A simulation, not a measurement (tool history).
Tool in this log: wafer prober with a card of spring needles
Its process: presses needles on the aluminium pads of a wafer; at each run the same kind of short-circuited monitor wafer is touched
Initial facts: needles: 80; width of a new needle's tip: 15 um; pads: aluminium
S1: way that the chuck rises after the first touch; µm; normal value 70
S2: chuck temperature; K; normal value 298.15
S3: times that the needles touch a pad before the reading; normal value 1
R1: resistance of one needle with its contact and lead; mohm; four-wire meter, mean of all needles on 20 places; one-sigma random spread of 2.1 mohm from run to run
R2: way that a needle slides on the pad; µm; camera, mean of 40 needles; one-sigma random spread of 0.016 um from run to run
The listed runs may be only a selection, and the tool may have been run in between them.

Run 1, day 0: usual settings. Result: R1 234 mohm, R2 11.98 µm.
At day 0.533: tips cleaned on abrasive film.
At day 1.421: tips cleaned on abrasive film.
At day 2.308: tips cleaned on abrasive film.
At day 3.196: tips cleaned on abrasive film.
Run 2, day 3.704: usual settings but S1 51 µm. Result: R1 236 mohm, R2 8.72 µm.
At day 4.062: tips cleaned on abrasive film.
At day 4.95: tips cleaned on abrasive film.
At day 5.829: tips cleaned on abrasive film.
At day 6.712: tips cleaned on abrasive film.
Run 3, day 7.183: usual settings but S1 51 µm. Result: R1 237 mohm, R2 8.79 µm.
At day 7.542: tips cleaned on abrasive film.
At day 7.908: height of the first contact set anew.
At day 8.442: tips cleaned on abrasive film.
Run 4, day 8.854: usual settings. Result: R1 233 mohm, R2 12.08 µm.
At day 9.204: tips cleaned on abrasive film.
At day 9.912: tips cleaned on abrasive film.
Run 5, day 10.579: usual settings. Result: R1 229 mohm, R2 12.04 µm.
At day 10.762: tips cleaned on abrasive film.
At day 11.471: tips cleaned on abrasive film.
At day 12.358: tips cleaned on abrasive film.
At day 13.238: tips cleaned on abrasive film.
At day 14.071: tips cleaned on abrasive film.
Run 6, day 14.071: usual settings. Result: R1 231 mohm, R2 12.09 µm.
At day 14.958: tips cleaned on abrasive film.
At day 15.667: tips cleaned on abrasive film.
At day 16.554: tips cleaned on abrasive film.
At day 17.442: tips cleaned on abrasive film.
Run 7, day 18.004: usual settings but S2 338.15 K. Result: R1 241 mohm, R2 12.08 µm.
At day 18.183: tips cleaned on abrasive film.
At day 19.067: tips cleaned on abrasive film.
At day 19.954: tips cleaned on abrasive film.
At day 20.838: tips cleaned on abrasive film.
Run 8, day 20.896: usual settings but S2 338.15 K. Result: R1 243 mohm, R2 12.14 µm.
At day 21.608: tips cleaned on abrasive film.
At day 22.496: tips cleaned on abrasive film.
At day 23.038: height of the first contact set anew.
At day 23.388: tips cleaned on abrasive film.
Run 9, day 23.762: usual settings but S2 338.15 K. Result: R1 240 mohm, R2 12.13 µm.
At day 24.112: tips cleaned on abrasive film.
At day 24.821: tips cleaned on abrasive film.
At day 25.708: tips cleaned on abrasive film.
At day 26.596: tips cleaned on abrasive film.
At day 27.483: tips cleaned on abrasive film.
Run 10, day 27.725: usual settings but S2 326.15 K. Result: R1 239 mohm, R2 12.19 µm.
At day 28.258: tips cleaned on abrasive film.
At day 29.129: tips cleaned on abrasive film.
At day 30.017: tips cleaned on abrasive film.
Run 11, day 30.092: usual settings but S2 326.15 K. Result: R1 238 mohm, R2 12.19 µm.
At day 30.8: tips cleaned on abrasive film.
At day 31.688: tips cleaned on abrasive film.
At day 32.575: tips cleaned on abrasive film.
At day 33.462: tips cleaned on abrasive film.
Run 12, day 34.046: usual settings but S1 68 µm. Result: R1 231 mohm, R2 11.85 µm.
At day 34.225: tips cleaned on abrasive film.
At day 35.112: tips cleaned on abrasive film.
At day 35.825: tips cleaned on abrasive film.
At day 36.708: tips cleaned on abrasive film.
Run 13, day 36.962: usual settings but S1 59 µm, S2 356.15 K. Result: R1 247 mohm, R2 10.3 µm.
At day 37.5: tips cleaned on abrasive film.
At day 38.217: height of the first contact set anew.
At day 38.396: tips cleaned on abrasive film.
Run 14, day 38.842: usual settings but S1 65 µm, S2 380.15 K. Result: R1 251 mohm, R2 11.4 µm.
At day 39.2: tips cleaned on abrasive film.
At day 40.083: tips cleaned on abrasive film.
At day 40.971: tips cleaned on abrasive film.
At day 41.85: tips cleaned on abrasive film.
At day 42.738: tips cleaned on abrasive film.
Run 15, day 42.746: usual settings but S1 60 µm, S2 327.15 K. Result: R1 239 mohm, R2 10.52 µm.
At day 43.454: tips cleaned on abrasive film.
At day 44.333: tips cleaned on abrasive film.
At day 44.512: gauge calibrated.
At day 45.221: tips cleaned on abrasive film.
At day 46.104: tips cleaned on abrasive film.
Run 16, day 46.408: usual settings but S1 80 µm, S2 327.15 K, S3 2. Result: R1 236 mohm, R2 13.7 µm.
At day 46.946: tips cleaned on abrasive film.
At day 47.829: tips cleaned on abrasive film.
Run 17, day 48.05: usual settings but S1 61 µm. Result: R1 234 mohm, R2 10.44 µm.
At day 48.583: tips cleaned on abrasive film.
At day 49.471: tips cleaned on abrasive film.
Run 18, day 49.85: usual settings but S2 314.15 K. Result: R1 235 mohm, R2 11.97 µm.
At day 50.208: tips cleaned on abrasive film.
At day 51.096: tips cleaned on abrasive film.
At day 51.967: tips cleaned on abrasive film.
Run 19, day 52.062: usual settings but S3 3. Result: R1 230 mohm, R2 12.03 µm.
At day 52.775: tips cleaned on abrasive film.
At day 53.308: height of the first contact set anew.
At day 53.667: tips cleaned on abrasive film.
At day 54.554: tips cleaned on abrasive film.
Run 20, day 55.179: usual settings but S1 55 µm, S2 351.15 K, S3 2. Result: R1 247 mohm, R2 9.45 µm.
At day 55.358: tips cleaned on abrasive film.
At day 56.221: tips cleaned on abrasive film.
Run 21, day 56.917: usual settings but S1 52 µm, S2 341.15 K, S3 2. Result: R1 240 mohm, R2 8.97 µm.
At day 57.1: tips cleaned on abrasive film.
At day 57.988: tips cleaned on abrasive film.
At day 58.875: tips cleaned on abrasive film.
Run 22, day 59.533: usual settings but S1 52 µm, S2 341.15 K, S3 2. Result: R1 249 mohm, R2 8.97 µm.
At day 59.712: tips cleaned on abrasive film.
At day 60.425: tips cleaned on abrasive film.
At day 61.312: tips cleaned on abrasive film.
At day 62.179: tips cleaned on abrasive film.
Run 23, day 62.429: usual settings but S1 52 µm, S2 341.15 K, S3 2. Result: R1 245 mohm, R2 8.99 µm.
At day 62.962: tips cleaned on abrasive film.
At day 63.846: tips cleaned on abrasive film.
At day 64.733: tips cleaned on abrasive film.
At day 65.608: tips cleaned on abrasive film.
Run 24, day 65.75: usual settings but S1 52 µm, S2 341.15 K, S3 2. Result: R1 250 mohm, R2 9.02 µm.

Here are 4 independent what-if runs from the current tool condition. What would each one return?
At day 66.454: tips cleaned on abrasive film.
At day 67.338: tips cleaned on abrasive film.
Run A, day 67.975: usual settings but S2 305.15 K. Result: R1 ?, R2 ?.
At day 66.454: tips cleaned on abrasive film.
At day 67.338: tips cleaned on abrasive film.
Run B, day 67.975: usual settings. Result: R1 ?, R2 ?.
At day 66.454: tips cleaned on abrasive film.
At day 67.338: tips cleaned on abrasive film.
Run C, day 67.975: usual settings but S3 3. Result: R1 ?, R2 ?.
At day 66.454: tips cleaned on abrasive film.
At day 67.338: tips cleaned on abrasive film.
Run D, day 67.975: usual settings but S1 52 µm, S2 303.15 K, S3 2. Result: R1 ?, R2 ?.

run   R1     R2
  A  230  12.16
  B  229  12.12
  C  235  12.14
  D  234   9.01
What these runs would have given with no unlogged condition in the tool:
run   R1     R2
  A  229     12
  B  228  11.96
  C  234  11.98
  D  234   8.89
